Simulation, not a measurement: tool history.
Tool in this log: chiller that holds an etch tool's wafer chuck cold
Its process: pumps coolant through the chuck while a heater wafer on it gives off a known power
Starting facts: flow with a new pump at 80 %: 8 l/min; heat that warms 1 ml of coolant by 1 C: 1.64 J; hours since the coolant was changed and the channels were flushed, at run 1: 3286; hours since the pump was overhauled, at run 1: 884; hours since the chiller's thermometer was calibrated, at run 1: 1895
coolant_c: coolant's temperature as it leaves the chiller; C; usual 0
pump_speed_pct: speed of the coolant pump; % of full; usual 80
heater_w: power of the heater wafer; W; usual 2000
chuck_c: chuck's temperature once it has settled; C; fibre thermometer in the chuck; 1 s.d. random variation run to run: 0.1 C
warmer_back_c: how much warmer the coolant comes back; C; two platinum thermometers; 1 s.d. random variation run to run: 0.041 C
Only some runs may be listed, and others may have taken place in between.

run    hour  coolant_c  pump_speed_pct  heater_w  hours since the coolant was changed and the channels were flushed  hours since the pump was overhauled  hours since the chiller's thermometer was calibrated  chuck_c  warmer_back_c
  1       0          0              80      2000                                                               3286                                  884                                                  1895     19.6            9.2
  2    58.7          0              80      2000                                                               3345                                  942                                                  1954     19.7           9.16
  3   148.8          0              75      2000                                                               3435                                 1032                                                  2044     20.7           9.86
  4   207.6          0              80      2000                                                               3493                                 1091                                                  2103     19.5           9.22
  5   253.4          9              80      2000                                                               3539                                 1137                                                  2148     28.5           9.14
  6   295.5          0              80      2000                                                               3581                                 1179                                                  2191     19.7           9.18
  7   376.9          0              80      2000                                                               3663                                 1260                                                  2272     19.6           9.17
  8   458.1          0              80      2000                                                               3744                                 1342                                                  2353     19.6           9.19
  9   551.6          0              80      2000                                                               3837                                 1435                                                  2447     19.5            9.1
 10   604.9          0              80      2000                                                               3891                                 1489                                                  2500     19.5           9.21
 11   661.8          0              80      2000                                                               3948                                 1545                                                  2557     19.7           9.17
 12   716.3          0              80      2000                                                               4002                                 1600                                                  2611     19.7           9.11
 13   800.3          0              80      2000                                                               4086                                 1684                                                  2695     19.7           9.26
 14   849.4          0              80      2880                                                               4135                                 1733                                                  2744     28.1          13.22
 15   931.4          0              80      2000                                                               4217                                 1815                                                  2826     19.5           9.22
 16   989.4          0              80      1097                                                               4275                                 1873                                                  2884     10.6           5.01
 17  1040.5          0              80      1097                                                               4326                                 1924                                                  2936     10.8           5.07
 18  1091.2          5              61      1204                                                               4377                                 1975                                                  2986     19.6            7.3
 19  1148.3          5              61      1204                                                               4434                                 2032                                                  3043     19.7           7.27
 20  1189.6          8              79      2975                                                               4475                                 2073                                                  3085     37.4          13.84
 21  1243.2          7              80      2000                                                               4529                                 2127                                                  3138     26.4            9.2
 22  1304.3          0              80      2972                                                               4590                                 2188                                                  3199     29.2          13.65
 23  1394.3          0              80      2972                                                               4680                                 2278                                                  3289     29.1           13.7
 24  1444.4          9              85      1191                                                               4730                                 2328                                                  3339     20.1           5.11
     1487.2  -- chiller's thermometer calibrated
 25  1522.1          0              80      2234                                                               4807                                 2405                                                    35     21.9          10.16
 26  1600.6          0              71      2234                                                               4885                                 2483                                                   113     24.2          11.64
 27  1660.5          0              80      1110                                                               4945                                 2543                                                   173     10.8           5.11
 28  1754.2          0              80      1110                                                               5039                                 2637                                                   267     10.8           5.09
 29  1824.8          0              80      1864                                                               5110                                 2707                                                   338     18.3           8.54
 30    1874          0              80      1864                                                               5159                                 2757                                                   387     18.2           8.56
 31  1925.1         -2              61      1270                                                               5210                                 2808                                                   438     13.8           7.61
 32  2006.6          1              61      1270                                                               5291                                 2889                                                   519     16.7           7.67
     2060.6  -- coolant changed, channels flushed
 33  2068.1          1              61      1270                                                                  7                                 2945                                                   575     16.5           7.61

For each entry between runs, how does the tool's hidden state at the last listed run before it compare with that at the first listed run after it?
In the gap between runs 24 and 25: chiller's thermometer calibrated (hour 1487.2)
  no difference in the tool's unlogged condition between these two runs
In the gap between runs 32 and 33: coolant changed, channels flushed (hour 2060.6)
  heat passed by the chuck's channels, % of clean ones': 99.9 -> 100
